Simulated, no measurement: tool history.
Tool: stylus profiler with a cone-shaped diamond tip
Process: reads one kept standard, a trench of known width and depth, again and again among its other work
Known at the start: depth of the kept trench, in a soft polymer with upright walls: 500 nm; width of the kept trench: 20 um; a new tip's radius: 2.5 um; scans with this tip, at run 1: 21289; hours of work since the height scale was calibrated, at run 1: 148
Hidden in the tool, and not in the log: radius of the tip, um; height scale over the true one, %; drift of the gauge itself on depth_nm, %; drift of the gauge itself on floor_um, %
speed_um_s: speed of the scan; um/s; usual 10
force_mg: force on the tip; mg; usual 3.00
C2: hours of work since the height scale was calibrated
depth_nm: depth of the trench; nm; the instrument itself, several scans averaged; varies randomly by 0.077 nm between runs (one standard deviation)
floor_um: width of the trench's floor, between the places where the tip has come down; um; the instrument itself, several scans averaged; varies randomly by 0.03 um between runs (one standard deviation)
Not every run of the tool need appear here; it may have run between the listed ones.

run 1 hour=0.0 | speed_um_s=10 force_mg=3.00 | scans_with_this_tip=21289 C2=148 | depth_nm=503.11 floor_um=15.28
run 2 hour=88.6 | speed_um_s=3 force_mg=3.00 | scans_with_this_tip=21869 C2=187 | depth_nm=503.00 floor_um=15.22
run 3 hour=144.8 | speed_um_s=3 force_mg=3.00 | scans_with_this_tip=22238 C2=213 | depth_nm=502.83 floor_um=15.23
run 4 hour=201.3 | speed_um_s=39 force_mg=3.00 | scans_with_this_tip=22609 C2=238 | depth_nm=502.91 floor_um=15.14
run 5 hour=248.4 | speed_um_s=13 force_mg=3.00 | scans_with_this_tip=22917 C2=259 | depth_nm=503.01 floor_um=15.20
run 6 hour=289.7 | speed_um_s=13 force_mg=3.00 | scans_with_this_tip=23188 C2=278 | depth_nm=502.75 floor_um=15.15
run 7 hour=386.5 | speed_um_s=17 force_mg=3.41 | scans_with_this_tip=23823 C2=321 | depth_nm=503.07 floor_um=15.10
run 8 hour=440.9 | speed_um_s=6 force_mg=3.00 | scans_with_this_tip=24180 C2=346 | depth_nm=502.80 floor_um=15.09
run 9 hour=504.4 | speed_um_s=10 force_mg=3.17 | scans_with_this_tip=24596 C2=374 | depth_nm=502.91 floor_um=15.13
run 10 hour=586.2 | speed_um_s=10 force_mg=3.17 | scans_with_this_tip=25133 C2=411 | depth_nm=502.91 floor_um=15.06
run 11 hour=652.7 | speed_um_s=29 force_mg=6.78 | scans_with_this_tip=25568 C2=441 | depth_nm=505.14 floor_um=14.94

Same runs, no hidden state in the tool, same run-to-run variation:
run=1 depth_nm=503.50 floor_um=16.98
run=2 depth_nm=503.45 floor_um=16.96
run=3 depth_nm=503.31 floor_um=16.99
run=4 depth_nm=503.42 floor_um=16.93
run=5 depth_nm=503.54 floor_um=17.01
run=6 depth_nm=503.31 floor_um=16.97
run=7 depth_nm=503.68 floor_um=16.96
run=8 depth_nm=503.44 floor_um=16.98
run=9 depth_nm=503.59 floor_um=17.04
run=10 depth_nm=503.63 floor_um=17.01
run=11 depth_nm=505.90 floor_um=16.92
